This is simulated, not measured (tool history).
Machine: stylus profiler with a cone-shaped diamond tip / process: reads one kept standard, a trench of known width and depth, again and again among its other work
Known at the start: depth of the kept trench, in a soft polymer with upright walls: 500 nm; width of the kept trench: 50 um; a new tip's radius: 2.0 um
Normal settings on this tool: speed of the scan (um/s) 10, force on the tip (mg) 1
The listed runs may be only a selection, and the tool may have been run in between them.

run,hour,speed of the scan (um/s),force on the tip (mg),depth of the trench (nm),width of the trench's floor (µm)
1,0,10,1,500.99,47.17
2,23.1,10,2.75,502.64,47.11
3,50.3,10,0.39,500.04,47.11
4,68.4,10,1,500.62,47.07
5,89.4,10,1,500.69,47.04
6,120.9,10,0.44,499.85,47.08
7,146.4,10,0.44,499.83,47.05
8,164.8,10,0.44,499.73,47.07
9,185.2,10,0.44,499.9,47.07
10,217.4,3,1,500.38,47.1
11,243,3,1,500.56,47.13
12,271.4,3,1,500.51,47.13
13,302.6,3,1,500.59,47.15
14,327.4,3,1,500.59,47.05
15,341.7,10,1,500.6,47.06
16,369.5,3,1,500.46,47.12
17,396.3,3,1,500.74,47.02
18,410.2,3,1,500.51,47.05
19,431.8,19,0.72,500.04,46.97
20,445.2,4,0.69,499.85,47
21,475.1,4,0.94,500.27,47.09
22,504.6,3,2.11,501.44,47.09
23,530.6,3,1.37,501.11,47
24,546.1,15,2.88,502.14,47.09
25,561.1,7,0.46,499.27,47.01
26,590.5,2,1.51,500.73,47.05
27,623.1,35,2.75,501.94,46.92
28,651.6,10,1.29,500.53,47.04
29,669.6,22,1.29,500.6,46.98
30,693.6,22,0.72,499.87,46.93
31,719.6,19,1.1,500.42,46.92
32,744.9,10,0.58,499.26,46.93
33,777.6,10,0.72,499.43,46.98
34,801.8,2,2.98,502.04,46.99
35,833.5,14,0.84,499.66,46.96

Per-run results on a tool with no hidden state, each run keeping its own random variation:
Hidden state present: radius of the tip, um; height scale over the true one, %; drift of the gauge itself on depth_nm, %; drift of the gauge itself on floor_um, %.
run,depth of the trench (nm),width of the trench's floor (µm)
1,502.2,47.37
2,503.87,47.31
3,501.29,47.32
4,501.89,47.28
5,501.98,47.26
6,501.16,47.29
7,501.17,47.27
8,501.08,47.29
9,501.27,47.3
10,501.78,47.33
11,501.99,47.37
12,501.96,47.37
13,502.08,47.4
14,502.1,47.31
15,502.12,47.32
16,502.01,47.38
17,502.31,47.29
18,502.1,47.32
19,501.64,47.25
20,501.47,47.28
21,501.91,47.37
22,503.12,47.38
23,502.82,47.3
24,503.86,47.38
25,500.99,47.31
26,502.49,47.36
27,503.73,47.23
28,502.34,47.35
29,502.42,47.3
30,501.72,47.25
31,502.3,47.24
32,501.16,47.26
33,501.35,47.32
34,504,47.33
35,501.63,47.31
